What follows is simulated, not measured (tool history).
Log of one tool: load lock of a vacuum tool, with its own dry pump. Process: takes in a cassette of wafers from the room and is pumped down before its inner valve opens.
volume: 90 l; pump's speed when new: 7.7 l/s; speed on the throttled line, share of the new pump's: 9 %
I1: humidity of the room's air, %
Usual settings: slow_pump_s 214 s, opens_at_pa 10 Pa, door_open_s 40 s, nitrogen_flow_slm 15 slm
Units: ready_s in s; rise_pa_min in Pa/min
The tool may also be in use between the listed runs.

Run 1, hour 0.0: usual settings; I1 47.7. Result: ready_s 306.3 s, rise_pa_min 0.084 Pa/min.
Run 2, hour 111.2: usual settings; I1 42.1. Result: ready_s 305.3 s, rise_pa_min 0.085 Pa/min.
Run 3, hour 227.0: usual settings; I1 45.5. Result: ready_s 307.1 s, rise_pa_min 0.089 Pa/min.
Run 4, hour 336.2: usual settings; I1 42.0. Result: ready_s 305.2 s, rise_pa_min 0.087 Pa/min.
Run 5, hour 407.5: usual settings; I1 45.4. Result: ready_s 305.1 s, rise_pa_min 0.089 Pa/min.
Run 6, hour 533.8: usual settings; I1 44.7. Result: ready_s 305.8 s, rise_pa_min 0.094 Pa/min.
Run 7, hour 640.7: usual settings; I1 44.9. Result: ready_s 306.7 s, rise_pa_min 0.095 Pa/min.
Run 8, hour 715.7: usual settings but door_open_s 55 s; I1 46.4. Result: ready_s 305.7 s, rise_pa_min 0.099 Pa/min.
Run 9, hour 810.1: usual settings but opens_at_pa 13 Pa, door_open_s 150 s; I1 48.0. Result: ready_s 302.9 s, rise_pa_min 0.122 Pa/min.
Run 10, hour 931.8: usual settings but slow_pump_s 372 s, nitrogen_flow_slm 6 slm; I1 42.8. Result: ready_s 450.1 s, rise_pa_min 0.106 Pa/min.
Run 11, hour 1010.1: usual settings but slow_pump_s 372 s, nitrogen_flow_slm 6 slm; I1 43.2. Result: ready_s 450.1 s, rise_pa_min 0.107 Pa/min.
Run 12, hour 1077.5: usual settings but slow_pump_s 366 s, opens_at_pa 15 Pa, door_open_s 105 s, nitrogen_flow_slm 6 slm; I1 43.2. Result: ready_s 440.3 s, rise_pa_min 0.126 Pa/min.
Run 13, hour 1183.6: usual settings but slow_pump_s 160 s, opens_at_pa 15 Pa, door_open_s 111 s; I1 47.3. Result: ready_s 251.9 s, rise_pa_min 0.126 Pa/min.

3 ways to go on from here, each from the tool as it stands after run 13. What would each give?
Run A, hour 1292.0: usual settings but slow_pump_s 147 s, opens_at_pa 15 Pa, door_open_s 111 s; I1 44.4. Result: ready_s ?, rise_pa_min ?.
Run B, hour 1292.0: usual settings but opens_at_pa 14 Pa; I1 43.5. Result: ready_s ?, rise_pa_min ?.
Run C, hour 1292.0: usual settings but door_open_s 30 s; I1 45.1. Result: ready_s ?, rise_pa_min ?.

run  ready_s  rise_pa_min
  A    240.3        0.128
  B    303.1        0.116
  C    306.8        0.107
Without the tool's hidden state the same runs would have given:
run  ready_s  rise_pa_min
  A    237.3        0.029
  B    300.2        0.016
  C    303.9        0.008

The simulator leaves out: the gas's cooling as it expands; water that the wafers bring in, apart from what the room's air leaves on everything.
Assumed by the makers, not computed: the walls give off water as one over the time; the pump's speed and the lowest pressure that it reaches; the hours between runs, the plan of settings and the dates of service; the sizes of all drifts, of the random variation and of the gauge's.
